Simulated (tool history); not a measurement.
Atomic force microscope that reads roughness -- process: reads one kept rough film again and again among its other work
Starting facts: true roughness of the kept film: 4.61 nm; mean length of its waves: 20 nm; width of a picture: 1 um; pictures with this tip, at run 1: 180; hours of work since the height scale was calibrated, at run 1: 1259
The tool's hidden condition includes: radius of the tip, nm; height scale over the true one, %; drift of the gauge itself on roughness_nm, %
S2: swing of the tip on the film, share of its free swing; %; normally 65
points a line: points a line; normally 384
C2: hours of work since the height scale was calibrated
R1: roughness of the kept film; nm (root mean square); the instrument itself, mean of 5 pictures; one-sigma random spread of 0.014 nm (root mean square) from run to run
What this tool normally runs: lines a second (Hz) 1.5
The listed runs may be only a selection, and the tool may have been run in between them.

Run 1, hour 0: usual settings; pictures with this tip 180; C2 1259. Result: R1 2.65 nm (root mean square).
At hour 57: new tip fitted.
Run 2, hour 57: usual settings; pictures with this tip 0; C2 1289. Result: R1 3.35 nm (root mean square).
Run 3, hour 90.3: usual settings but lines a second (Hz) 2.52; pictures with this tip 61; C2 1306. Result: R1 2.927 nm (root mean square).
Run 4, hour 127.3: usual settings but lines a second (Hz) 2.52; pictures with this tip 129; C2 1325. Result: R1 2.639 nm (root mean square).
Run 5, hour 159.9: usual settings but lines a second (Hz) 2.03; pictures with this tip 189; C2 1343. Result: R1 2.508 nm (root mean square).
At hour 218.3: new tip fitted.
Run 6, hour 220.6: usual settings but lines a second (Hz) 2.03; pictures with this tip 4; C2 1374. Result: R1 3.247 nm (root mean square).
Run 7, hour 283.1: usual settings but lines a second (Hz) 2.03; pictures with this tip 119; C2 1407. Result: R1 2.756 nm (root mean square).
At hour 312.5: height scale calibrated on a step standard.
Run 8, hour 353.8: usual settings but S2 66 %; pictures with this tip 247; C2 22. Result: R1 2.277 nm (root mean square).
At hour 374.8: new tip fitted.
Run 9, hour 383.4: usual settings but S2 66 %; pictures with this tip 16; C2 37. Result: R1 3.184 nm (root mean square).
Run 10, hour 445.7: usual settings but lines a second (Hz) 3.4, S2 66 %; pictures with this tip 130; C2 70. Result: R1 2.528 nm (root mean square).
Run 11, hour 498.6: usual settings; pictures with this tip 227; C2 98. Result: R1 2.345 nm (root mean square).
At hour 531.3: new tip fitted.
Run 12, hour 558.3: usual settings; pictures with this tip 50; C2 129. Result: R1 3.007 nm (root mean square).
Run 13, hour 616.2: usual settings; pictures with this tip 156; C2 159. Result: R1 2.601 nm (root mean square).
Run 14, hour 677.3: usual settings but lines a second (Hz) 0.6; pictures with this tip 268; C2 191. Result: R1 2.294 nm (root mean square).
At hour 687.3: new tip fitted.
Run 15, hour 744: usual settings; pictures with this tip 104; C2 226. Result: R1 2.762 nm (root mean square).
Run 16, hour 778.5: usual settings; pictures with this tip 167; C2 244. Result: R1 2.538 nm (root mean square).
Run 17, hour 815.5: usual settings; pictures with this tip 235; C2 264. Result: R1 2.314 nm (root mean square).
At hour 842.3: new tip fitted.
Run 18, hour 846.8: usual settings; pictures with this tip 8; C2 280. Result: R1 3.26 nm (root mean square).
Run 19, hour 899.6: usual settings; pictures with this tip 105; C2 308. Result: R1 2.782 nm (root mean square).
Run 20, hour 968.8: usual settings; pictures with this tip 232; C2 344. Result: R1 2.348 nm (root mean square).
At hour 1003.4: new tip fitted.
Run 21, hour 1032.8: usual settings; pictures with this tip 53; C2 378. Result: R1 3.019 nm (root mean square).
Run 22, hour 1072.3: usual settings; pictures with this tip 126; C2 398. Result: R1 2.707 nm (root mean square).
Run 23, hour 1130.6: usual settings; pictures with this tip 233; C2 429. Result: R1 2.365 nm (root mean square).
At hour 1161.3: new tip fitted.
Run 24, hour 1197.4: usual settings but lines a second (Hz) 1.48; pictures with this tip 67; C2 464. Result: R1 2.997 nm (root mean square).
Run 25, hour 1234.5: usual settings; pictures with this tip 135; C2 484. Result: R1 2.713 nm (root mean square).
Run 26, hour 1265.9: usual settings but lines a second (Hz) 2.03; pictures with this tip 193; C2 500. Result: R1 2.518 nm (root mean square).
Run 27, hour 1313: usual settings but points a line 289; pictures with this tip 279; C2 525. Result: R1 2.227 nm (root mean square).
At hour 1318.3: new tip fitted.
Run 28, hour 1364.4: usual settings but S2 78 %, points a line 385; pictures with this tip 84; C2 552. Result: R1 2.807 nm (root mean square).
Run 29, hour 1405: usual settings but S2 78 %, points a line 385; pictures with this tip 159; C2 573. Result: R1 2.509 nm (root mean square).
Run 30, hour 1469.6: usual settings but S2 56 %, points a line 445; pictures with this tip 278; C2 607. Result: R1 2.3 nm (root mean square).
At hour 1475.8: new tip fitted.
Run 31, hour 1514.1: usual settings but S2 56 %, points a line 445; pictures with this tip 70; C2 630. Result: R1 3.072 nm (root mean square).
Run 32, hour 1583.3: usual settings but lines a second (Hz) 0.94, S2 60 %, points a line 979; pictures with this tip 198; C2 667. Result: R1 2.6 nm (root mean square).
At hour 1634.2: new tip fitted.
Run 33, hour 1635.5: usual settings but lines a second (Hz) 1.05, S2 70 %, points a line 302; pictures with this tip 3; C2 694. Result: R1 3.263 nm (root mean square).
Run 34, hour 1673.6: usual settings but lines a second (Hz) 3.82, S2 70 %, points a line 872; pictures with this tip 72; C2 714. Result: R1 2.776 nm (root mean square).
Run 35, hour 1726: usual settings but lines a second (Hz) 1.13, S2 89 %, points a line 516; pictures with this tip 169; C2 741. Result: R1 2.447 nm (root mean square).
Run 36, hour 1778: usual settings but lines a second (Hz) 1.13, S2 89 %, points a line 516; pictures with this tip 264; C2 769. Result: R1 2.196 nm (root mean square).
At hour 1795.6: new tip fitted.
Run 37, hour 1819.6: usual settings but lines a second (Hz) 0.97, S2 79 %, points a line 920; pictures with this tip 44; C2 790. Result: R1 3.032 nm (root mean square).
Run 38, hour 1881.7: usual settings but lines a second (Hz) 1.66; pictures with this tip 158; C2 823. Result: R1 2.593 nm (root mean square).
Run 39, hour 1927.1: usual settings but lines a second (Hz) 1.66; pictures with this tip 241; C2 847. Result: R1 2.339 nm (root mean square).
At hour 1954.6: new tip fitted.
Run 40, hour 1985.8: usual settings but lines a second (Hz) 1.32, S2 75 %, points a line 605; pictures with this tip 57; C2 878. Result: R1 3.04 nm (root mean square).
Run 41, hour 2021.3: usual settings but S2 68 %; pictures with this tip 122; C2 896. Result: R1 2.81 nm (root mean square).
Run 42, hour 2074.8: usual settings but lines a second (Hz) 1.17, points a line 618; pictures with this tip 220; C2 924. Result: R1 2.495 nm (root mean square).
At hour 2110.3: new tip fitted.
Run 43, hour 2134.1: usual settings but lines a second (Hz) 1.89, S2 69 %, points a line 635; pictures with this tip 43; C2 955. Result: R1 3.047 nm (root mean square).
Run 44, hour 2190.7: usual settings but lines a second (Hz) 1.16, S2 68 %, points a line 336; pictures with this tip 147; C2 985. Result: R1 2.626 nm (root mean square).
Run 45, hour 2238.5: usual settings but lines a second (Hz) 2.32, S2 61 %; pictures with this tip 235; C2 1010. Result: R1 2.374 nm (root mean square).
At hour 2265.5: new tip fitted.
Run 46, hour 2285.2: usual settings but lines a second (Hz) 3.99, S2 56 %, points a line 262; pictures with this tip 36; C2 1035. Result: R1 3.061 nm (root mean square).
Run 47, hour 2346.6: usual settings but lines a second (Hz) 2.15, points a line 258; pictures with this tip 149; C2 1067. Result: R1 2.609 nm (root mean square).
Run 48, hour 2387.8: usual settings but lines a second (Hz) 2.15, points a line 258; pictures with this tip 224; C2 1089. Result: R1 2.387 nm (root mean square).
At hour 2421.1: new tip fitted.
Run 49, hour 2453.1: usual settings but lines a second (Hz) 2.15, points a line 258; pictures with this tip 59; C2 1123. Result: R1 2.911 nm (root mean square).
Run 50, hour 2510: usual settings but lines a second (Hz) 2.15, points a line 258; pictures with this tip 164; C2 1153. Result: R1 2.513 nm (root mean square).
Run 51, hour 2566: usual settings but lines a second (Hz) 0.66, S2 68 %, points a line 397; pictures with this tip 267; C2 1182. Result: R1 2.362 nm (root mean square).

Alternative continuations, all from the tool just after run 51; predict every row:
At hour 2579.7: new tip fitted.
Run A, hour 2599.7: usual settings but S2 64 %, points a line 305; pictures with this tip 37; C2 1199. Result: R1 ?.
At hour 2579.7: new tip fitted.
Run B, hour 2599.7: usual settings but S2 83 %, points a line 629; pictures with this tip 37; C2 1199. Result: R1 ?.
At hour 2579.7: new tip fitted.
Run C, hour 2599.7: usual settings but lines a second (Hz) 3.7, S2 68 %, points a line 397; pictures with this tip 37; C2 1199. Result: R1 ?.
At hour 2579.7: new tip fitted.
Run D, hour 2599.7: usual settings but lines a second (Hz) 0.94, S2 68 %, points a line 852; pictures with this tip 37; C2 1199. Result: R1 ?.

run     R1
  A  3.111
  B  2.977
  C  2.936
  D  3.198
Had the tool no hidden state, the same runs would have come out as:
run     R1
  A  3.276
  B  3.135
  C  3.091
  D  3.368

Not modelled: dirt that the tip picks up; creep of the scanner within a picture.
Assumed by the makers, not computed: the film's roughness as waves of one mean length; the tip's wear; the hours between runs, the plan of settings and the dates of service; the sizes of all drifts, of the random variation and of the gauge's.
